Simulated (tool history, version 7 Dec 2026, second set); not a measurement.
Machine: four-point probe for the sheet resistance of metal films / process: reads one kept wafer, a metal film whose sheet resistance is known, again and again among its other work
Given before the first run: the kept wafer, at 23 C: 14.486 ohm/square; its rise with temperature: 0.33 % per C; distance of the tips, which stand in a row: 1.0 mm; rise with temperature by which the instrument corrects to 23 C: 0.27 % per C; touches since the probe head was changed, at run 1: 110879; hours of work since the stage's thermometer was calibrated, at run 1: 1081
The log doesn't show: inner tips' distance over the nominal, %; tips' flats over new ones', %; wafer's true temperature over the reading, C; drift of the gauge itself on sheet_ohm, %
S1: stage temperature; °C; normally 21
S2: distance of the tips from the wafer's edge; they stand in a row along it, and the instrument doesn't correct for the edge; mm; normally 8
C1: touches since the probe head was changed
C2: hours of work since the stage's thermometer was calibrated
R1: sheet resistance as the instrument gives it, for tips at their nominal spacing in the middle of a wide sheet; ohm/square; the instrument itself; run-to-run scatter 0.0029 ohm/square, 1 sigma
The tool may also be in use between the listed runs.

{"run": 1, "hour": 0.0, "S1": 21, "S2": 8, "C1": 110879, "C2": 1081, "R1": 14.619384}
{"run": 2, "hour": 136.0, "S1": 21, "S2": 8, "C1": 113839, "C2": 1181, "R1": 14.621415}
{"run": 3, "hour": 268.4, "S1": 27, "S2": 8, "C1": 116718, "C2": 1279, "R1": 14.67254}
{"run": 4, "hour": 362.9, "S1": 21, "S2": 8, "C1": 118774, "C2": 1349, "R1": 14.624236}
{"run": 5, "hour": 434.9, "S1": 21, "S2": 8, "C1": 120342, "C2": 1402, "R1": 14.618399}
{"run": 6, "hour": 547.3, "S1": 21, "S2": 8, "C1": 122788, "C2": 1485, "R1": 14.623153}
{"run": 7, "hour": 661.5, "S1": 21, "S2": 8, "C1": 125271, "C2": 1570, "R1": 14.61888}
{"run": 8, "hour": 799.9, "S1": 33, "S2": 8, "C1": 128284, "C2": 1672, "R1": 14.722069}
{"run": 9, "hour": 886.3, "S1": 21, "S2": 8, "C1": 130162, "C2": 1736, "R1": 14.624928}
{"hour": 958.7, "done": "stage's thermometer calibrated"}
{"run": 10, "hour": 983.7, "S1": 21, "S2": 8, "C1": 132272, "C2": 19, "R1": 14.606358}
{"run": 11, "hour": 1108.2, "S1": 21, "S2": 8, "C1": 134980, "C2": 110, "R1": 14.609412}
{"run": 12, "hour": 1170.1, "S1": 21, "S2": 8, "C1": 136327, "C2": 156, "R1": 14.604087}
{"hour": 1266.5, "done": "stage's thermometer calibrated, once more"}
{"run": 13, "hour": 1292.8, "S1": 21, "S2": 8, "C1": 138986, "C2": 19, "R1": 14.65513}
{"hour": 1347.8, "done": "new probe head fitted"}
{"run": 14, "hour": 1387.6, "S1": 23, "S2": 6, "C1": 867, "C2": 89, "R1": 14.653369}
{"run": 15, "hour": 1490.9, "S1": 33, "S2": 12, "C1": 3115, "C2": 165, "R1": 14.572768}
{"run": 16, "hour": 1591.7, "S1": 33, "S2": 12, "C1": 5309, "C2": 239, "R1": 14.572405}
{"run": 17, "hour": 1671.7, "S1": 31, "S2": 8, "C1": 7049, "C2": 299, "R1": 14.629736}
{"run": 18, "hour": 1814.6, "S1": 30, "S2": 6, "C1": 10158, "C2": 404, "R1": 14.715241}
{"run": 19, "hour": 1936.2, "S1": 30, "S2": 6, "C1": 12803, "C2": 494, "R1": 14.71802}
{"run": 20, "hour": 2047.9, "S1": 30, "S2": 6, "C1": 15233, "C2": 576, "R1": 14.720353}
{"run": 21, "hour": 2133.0, "S1": 23, "S2": 4, "C1": 17086, "C2": 639, "R1": 14.922093}

The logged runs with the hidden state left out (each run's random variation unchanged):
run=1 R1=14.590909
run=2 R1=14.592116
run=3 R1=14.641909
run=4 R1=14.593637
run=5 R1=14.587369
run=6 R1=14.591524
run=7 R1=14.586713
run=8 R1=14.687892
run=9 R1=14.591495
run=10 R1=14.589901
run=11 R1=14.592202
run=12 R1=14.586522
run=13 R1=14.586506
run=14 R1=14.697406
run=15 R1=14.615949
run=16 R1=14.615022
run=17 R1=14.672042
run=18 R1=14.756978
run=19 R1=14.759016
run=20 R1=14.760861
run=21 R1=14.962838
